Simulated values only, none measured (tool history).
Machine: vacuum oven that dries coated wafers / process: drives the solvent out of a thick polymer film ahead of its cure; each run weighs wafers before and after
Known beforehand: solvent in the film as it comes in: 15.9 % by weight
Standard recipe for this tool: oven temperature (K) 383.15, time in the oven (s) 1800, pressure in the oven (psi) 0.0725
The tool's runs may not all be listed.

run 1 day=0 | oven_temperature_(K)=383.15 time_in_the_oven_(s)=1800 pressure_in_the_oven_(psi)=0.0725 | solvent_left_in_the_film_(%)=2.46
run 2 day=3.788 | oven_temperature_(K)=383.15 time_in_the_oven_(s)=1800 pressure_in_the_oven_(psi)=0.0725 | solvent_left_in_the_film_(%)=2.45
run 3 day=5.929 | oven_temperature_(K)=383.15 time_in_the_oven_(s)=1800 pressure_in_the_oven_(psi)=0.0725 | solvent_left_in_the_film_(%)=2.55
run 4 day=10.008 | oven_temperature_(K)=383.15 time_in_the_oven_(s)=1800 pressure_in_the_oven_(psi)=0.1007 | solvent_left_in_the_film_(%)=2.66
run 5 day=13.096 | oven_temperature_(K)=383.15 time_in_the_oven_(s)=1800 pressure_in_the_oven_(psi)=0.0725 | solvent_left_in_the_film_(%)=2.55
run 6 day=15.162 | oven_temperature_(K)=383.15 time_in_the_oven_(s)=1800 pressure_in_the_oven_(psi)=0.0725 | solvent_left_in_the_film_(%)=2.52
run 7 day=17.008 | oven_temperature_(K)=383.15 time_in_the_oven_(s)=1800 pressure_in_the_oven_(psi)=0.0725 | solvent_left_in_the_film_(%)=2.57
run 8 day=21.15 | oven_temperature_(K)=383.15 time_in_the_oven_(s)=1800 pressure_in_the_oven_(psi)=0.0725 | solvent_left_in_the_film_(%)=2.6
run 9 day=23.992 | oven_temperature_(K)=383.15 time_in_the_oven_(s)=1800 pressure_in_the_oven_(psi)=0.0725 | solvent_left_in_the_film_(%)=2.51
run 10 day=26.767 | oven_temperature_(K)=383.15 time_in_the_oven_(s)=1800 pressure_in_the_oven_(psi)=0.0725 | solvent_left_in_the_film_(%)=2.59
run 11 day=31.162 | oven_temperature_(K)=386.15 time_in_the_oven_(s)=1200 pressure_in_the_oven_(psi)=0.1294 | solvent_left_in_the_film_(%)=4.03
run 12 day=33.992 | oven_temperature_(K)=372.15 time_in_the_oven_(s)=1020 pressure_in_the_oven_(psi)=0.1279 | solvent_left_in_the_film_(%)=7.57
run 13 day=38.021 | oven_temperature_(K)=372.15 time_in_the_oven_(s)=1020 pressure_in_the_oven_(psi)=0.2422 | solvent_left_in_the_film_(%)=8.53
run 14 day=40.683 | oven_temperature_(K)=376.15 time_in_the_oven_(s)=1260 pressure_in_the_oven_(psi)=0.1797 | solvent_left_in_the_film_(%)=6.12
run 15 day=43.562 | oven_temperature_(K)=380.15 time_in_the_oven_(s)=2160 pressure_in_the_oven_(psi)=0.1037 | solvent_left_in_the_film_(%)=2.81
run 16 day=46.021 | oven_temperature_(K)=380.15 time_in_the_oven_(s)=2160 pressure_in_the_oven_(psi)=0.1037 | solvent_left_in_the_film_(%)=2.84
run 17 day=50.179 | oven_temperature_(K)=385.15 time_in_the_oven_(s)=1500 pressure_in_the_oven_(psi)=0.0888 | solvent_left_in_the_film_(%)=3.26
run 18 day=52.138 | oven_temperature_(K)=389.15 time_in_the_oven_(s)=2760 pressure_in_the_oven_(psi)=0.276 | solvent_left_in_the_film_(%)=2.13
run 19 day=55.342 | oven_temperature_(K)=383.15 time_in_the_oven_(s)=2640 pressure_in_the_oven_(psi)=0.0725 | solvent_left_in_the_film_(%)=1.66
run 20 day=57.9 | oven_temperature_(K)=383.15 time_in_the_oven_(s)=1020 pressure_in_the_oven_(psi)=0.0377 | solvent_left_in_the_film_(%)=4.99

4 ways to go on from here, each from the tool as it stands after run 20. What would each give?
run A day=61.846 | oven_temperature_(K)=377.15 time_in_the_oven_(s)=3060 pressure_in_the_oven_(psi)=0.0426 | solvent_left_in_the_film_(%)=?
run B day=61.846 | oven_temperature_(K)=373.15 time_in_the_oven_(s)=1440 pressure_in_the_oven_(psi)=0.1195 | solvent_left_in_the_film_(%)=?
run C day=61.846 | oven_temperature_(K)=383.15 time_in_the_oven_(s)=1020 pressure_in_the_oven_(psi)=0.1893 | solvent_left_in_the_film_(%)=?
run D day=61.846 | oven_temperature_(K)=370.15 time_in_the_oven_(s)=2100 pressure_in_the_oven_(psi)=0.1608 | solvent_left_in_the_film_(%)=?

run=A solvent_left_in_the_film_(%)=1.88
run=B solvent_left_in_the_film_(%)=6.19
run=C solvent_left_in_the_film_(%)=5.91
run=D solvent_left_in_the_film_(%)=5.68
What these runs would have given with no unlogged condition in the tool:
run=A solvent_left_in_the_film_(%)=1.19
run=B solvent_left_in_the_film_(%)=5.32
run=C solvent_left_in_the_film_(%)=5.14
run=D solvent_left_in_the_film_(%)=4.69
